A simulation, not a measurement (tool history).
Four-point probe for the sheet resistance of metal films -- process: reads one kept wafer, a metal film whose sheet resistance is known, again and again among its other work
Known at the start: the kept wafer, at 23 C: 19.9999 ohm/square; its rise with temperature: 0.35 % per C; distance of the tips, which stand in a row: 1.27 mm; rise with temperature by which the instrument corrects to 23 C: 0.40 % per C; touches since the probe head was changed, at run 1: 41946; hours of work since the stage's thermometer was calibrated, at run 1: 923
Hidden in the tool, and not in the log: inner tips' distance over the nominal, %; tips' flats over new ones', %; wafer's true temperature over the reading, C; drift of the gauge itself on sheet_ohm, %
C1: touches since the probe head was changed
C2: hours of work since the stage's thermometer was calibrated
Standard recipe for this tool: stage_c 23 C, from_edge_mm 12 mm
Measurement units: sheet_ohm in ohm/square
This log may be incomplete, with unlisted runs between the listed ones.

run 1 hour=0.0 | stage_c=23 from_edge_mm=12 | C1=41946 C2=923 | sheet_ohm=20.009197
run 2 hour=22.5 | stage_c=23 from_edge_mm=12 | C1=43152 C2=938 | sheet_ohm=20.010649
run 3 hour=48.0 | stage_c=23 from_edge_mm=12 | C1=44517 C2=955 | sheet_ohm=20.004709
run 4 hour=70.8 | stage_c=23 from_edge_mm=12 | C1=45739 C2=971 | sheet_ohm=20.010453
run 5 hour=100.4 | stage_c=23 from_edge_mm=12 | C1=47322 C2=991 | sheet_ohm=19.998037
run 6 hour=124.4 | stage_c=23 from_edge_mm=12 | C1=48609 C2=1007 | sheet_ohm=20.001835
run 7 hour=155.1 | stage_c=23 from_edge_mm=59 | C1=50249 C2=1028 | sheet_ohm=19.882727
run 8 hour=180.2 | stage_c=27 from_edge_mm=71 | C1=51594 C2=1045 | sheet_ohm=19.835860
run 9 hour=215.7 | stage_c=22 from_edge_mm=12 | C1=53497 C2=1069 | sheet_ohm=20.002677
run 10 hour=246.3 | stage_c=21 from_edge_mm=14 | C1=55137 C2=1089 | sheet_ohm=19.978426

Forecast run 11:
run 11 hour=279.0 | stage_c=19 from_edge_mm=10 | C1=56885 C2=1111 | sheet_ohm=?

Run 11 yielded sheet_ohm 20.084160 ohm/square.
With no hidden state in the tool, this same run would have given sheet_ohm 20.216181 ohm/square.

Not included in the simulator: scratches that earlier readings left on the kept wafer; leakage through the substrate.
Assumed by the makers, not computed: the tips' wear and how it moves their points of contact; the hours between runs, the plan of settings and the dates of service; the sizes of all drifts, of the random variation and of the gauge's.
